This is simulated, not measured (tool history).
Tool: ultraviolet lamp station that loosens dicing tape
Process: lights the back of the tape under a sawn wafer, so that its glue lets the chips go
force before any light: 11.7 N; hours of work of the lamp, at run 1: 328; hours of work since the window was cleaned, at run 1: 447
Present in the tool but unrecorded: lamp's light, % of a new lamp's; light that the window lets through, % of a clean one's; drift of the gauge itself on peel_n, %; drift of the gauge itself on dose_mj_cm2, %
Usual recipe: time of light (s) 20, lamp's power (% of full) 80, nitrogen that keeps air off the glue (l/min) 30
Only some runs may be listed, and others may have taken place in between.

run    hour  time of light (s)  lamp's power (% of full)  nitrogen that keeps air off the glue (l/min)  hours of work of the lamp  hours of work since the window was cleaned  force that peels the tape off (N)  light that reached the tape (J/m2)
  1       0                 20                        80                                            30                        328                                         447                               1.03                                4190
  2    34.1                 23                        80                                            30                        344                                         464                              0.753                                4830
  3    77.5                 23                        80                                            30                        365                                         485                              0.728                                4820
  4   118.5                 20                        80                                            13                        385                                         504                              1.797                                4100
  5   176.2                 20                        80                                            13                        413                                         532                              1.793                                4080
  6   228.3                 20                        80                                            30                        438                                         557                              1.167                                4010
  7   267.8                 20                        80                                            30                        457                                         576                              1.156                                4000
      284.3  -- window cleaned of glue's vapour
  8     304                 20                        80                                            30                        475                                          10                              0.853                                4560
  9   361.2                 24                        80                                            30                        502                                          37                              0.545                                5380
 10   395.8                 24                        80                                            30                        519                                          54                              0.559                                5380
 11   462.5                 24                        80                                            30                        551                                          86                              0.585                                5280
 12   490.8                 24                        80                                            30                        565                                         100                              0.586                                5270
 13   540.5                 24                        80                                            30                        589                                         124                              0.613                                5240
 14   573.6                 21                        66                                            10                        605                                         140                              2.472                                3770
 15   600.7                 19                        93                                            30                        618                                         153                              0.781                                4770
 16   650.7                 36                        80                                            16                        642                                         177                              0.337                                7720
 17   698.6                 36                        80                                            16                        665                                         200                              0.373                                7600
 18   751.1                 20                        87                                            19                        690                                         225                              1.157                                4560
 19   779.3                 31                        80                                             9                        704                                         239                              0.935                                6510
 20   816.6                 31                        80                                             9                        722                                         257                              0.926                                6390
 21   867.7                 27                        70                                            35                        747                                         282                               0.65                                4800
 22   920.7                 27                        70                                            54                        772                                         307                              0.527                                4740
 23   982.8                 20                        77                                            30                        802                                         337                              1.224                                3840
 24  1016.3                 20                        96                                            30                        819                                         354                              0.769                                4740
 25  1067.7                 20                        96                                            30                        843                                         378                              0.784                                4710

5 ways to go on from here, each from the tool as it stands after run 25. What would each give?
  A  1105.3                 30                        84                                            17                        862                                         397                                  ?                                   ?
  B  1105.3                 36                        96                                            30                        862                                         397                                  ?                                   ?
  C  1105.3                 21                        70                                            40                        862                                         397                                  ?                                   ?
  D  1105.3                 20                        96                                            13                        862                                         397                                  ?                                   ?
  E  1105.3                 16                        96                                            21                        862                                         397                                  ?                                   ?

run  force that peels the tape off (N)  light that reached the tape (J/m2)
  A                               0.63                                6150
  B                              0.165                                8350
  C                              1.224                                3560
  D                              1.421                                4720
  E                              1.599                                3770
Had the tool no hidden state, the same runs would have come out as:
run  force that peels the tape off (N)  light that reached the tape (J/m2)
  A                              0.328                                7840
  B                               0.11                               10650
  C                              0.695                                4540
  D                              0.832                                6000
  E                              0.962                                4790
